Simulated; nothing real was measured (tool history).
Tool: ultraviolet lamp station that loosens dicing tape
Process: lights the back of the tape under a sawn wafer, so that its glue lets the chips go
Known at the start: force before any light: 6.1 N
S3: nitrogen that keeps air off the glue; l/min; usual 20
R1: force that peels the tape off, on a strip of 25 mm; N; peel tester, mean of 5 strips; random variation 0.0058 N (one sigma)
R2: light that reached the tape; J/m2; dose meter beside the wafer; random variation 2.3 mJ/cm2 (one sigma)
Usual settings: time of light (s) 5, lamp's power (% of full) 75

{"run": 1, "hour": 0.0, "time of light (s)": 5, "lamp's power (% of full)": 75, "S3": 20, "R1": 0.207, "R2": 2090}
{"hour": 1.1, "done": "window cleaned of glue's vapour"}
{"run": 2, "hour": 8.1, "time of light (s)": 5, "lamp's power (% of full)": 92, "S3": 20, "R1": 0.132, "R2": 2540}
{"run": 3, "hour": 15.8, "time of light (s)": 5, "lamp's power (% of full)": 64, "S3": 20, "R1": 0.363, "R2": 1750}
{"run": 4, "hour": 24.1, "time of light (s)": 5, "lamp's power (% of full)": 75, "S3": 20, "R1": 0.237, "R2": 2040}
{"run": 5, "hour": 31.9, "time of light (s)": 5, "lamp's power (% of full)": 75, "S3": 20, "R1": 0.232, "R2": 2030}
{"run": 6, "hour": 39.2, "time of light (s)": 5, "lamp's power (% of full)": 75, "S3": 20, "R1": 0.247, "R2": 2030}
{"run": 7, "hour": 45.8, "time of light (s)": 5, "lamp's power (% of full)": 75, "S3": 20, "R1": 0.253, "R2": 2020}
{"run": 8, "hour": 51.0, "time of light (s)": 5, "lamp's power (% of full)": 75, "S3": 20, "R1": 0.245, "R2": 2000}
{"run": 9, "hour": 58.6, "time of light (s)": 5, "lamp's power (% of full)": 75, "S3": 14, "R1": 0.375, "R2": 2010}
{"hour": 61.0, "done": "window cleaned of glue's vapour, once more"}
{"run": 10, "hour": 68.4, "time of light (s)": 5, "lamp's power (% of full)": 75, "S3": 14, "R1": 0.26, "R2": 2360}
{"run": 11, "hour": 77.0, "time of light (s)": 5, "lamp's power (% of full)": 75, "S3": 14, "R1": 0.246, "R2": 2360}
{"run": 12, "hour": 86.9, "time of light (s)": 5, "lamp's power (% of full)": 75, "S3": 14, "R1": 0.235, "R2": 2350}
{"run": 13, "hour": 94.5, "time of light (s)": 9, "lamp's power (% of full)": 75, "S3": 6, "R1": 0.128, "R2": 4260}
{"run": 14, "hour": 100.2, "time of light (s)": 9, "lamp's power (% of full)": 75, "S3": 11, "R1": 0.08, "R2": 4290}
{"run": 15, "hour": 109.9, "time of light (s)": 6, "lamp's power (% of full)": 75, "S3": 21, "R1": 0.103, "R2": 2810}
{"run": 16, "hour": 117.4, "time of light (s)": 3, "lamp's power (% of full)": 75, "S3": 12, "R1": 0.933, "R2": 1380}
{"run": 17, "hour": 126.9, "time of light (s)": 3, "lamp's power (% of full)": 69, "S3": 34, "R1": 0.488, "R2": 1300}
{"run": 18, "hour": 136.7, "time of light (s)": 3, "lamp's power (% of full)": 69, "S3": 34, "R1": 0.484, "R2": 1290}
{"run": 19, "hour": 146.1, "time of light (s)": 5, "lamp's power (% of full)": 63, "S3": 6, "R1": 0.861, "R2": 1940}
{"run": 20, "hour": 155.2, "time of light (s)": 5, "lamp's power (% of full)": 63, "S3": 6, "R1": 0.849, "R2": 1920}
{"run": 21, "hour": 165.0, "time of light (s)": 5, "lamp's power (% of full)": 63, "S3": 6, "R1": 0.863, "R2": 1940}

5 ways to go on from here, each from the tool as it stands after run 21. What would each give?
{"run": "A", "hour": 172.9, "time of light (s)": 4, "lamp's power (% of full)": 70, "S3": 40, "R1": "?", "R2": "?"}
{"run": "B", "hour": 172.9, "time of light (s)": 6, "lamp's power (% of full)": 71, "S3": 39, "R1": "?", "R2": "?"}
{"run": "C", "hour": 172.9, "time of light (s)": 10, "lamp's power (% of full)": 63, "S3": 16, "R1": "?", "R2": "?"}
{"run": "D", "hour": 172.9, "time of light (s)": 5, "lamp's power (% of full)": 87, "S3": 21, "R1": "?", "R2": "?"}
{"run": "E", "hour": 172.9, "time of light (s)": 2, "lamp's power (% of full)": 63, "S3": 6, "R1": "?", "R2": "?"}

run=A R1=0.203 R2=1720
run=B R1=0.064 R2=2620
run=C R1=0.061 R2=3880
run=D R1=0.113 R2=2720
run=E R1=2.710 R2=810
Without the tool's hidden state the same runs would have given:
run=A R1=0.176 R2=1810
run=B R1=0.058 R2=2760
run=C R1=0.057 R2=4090
run=D R1=0.100 R2=2860
run=E R1=2.599 R2=850
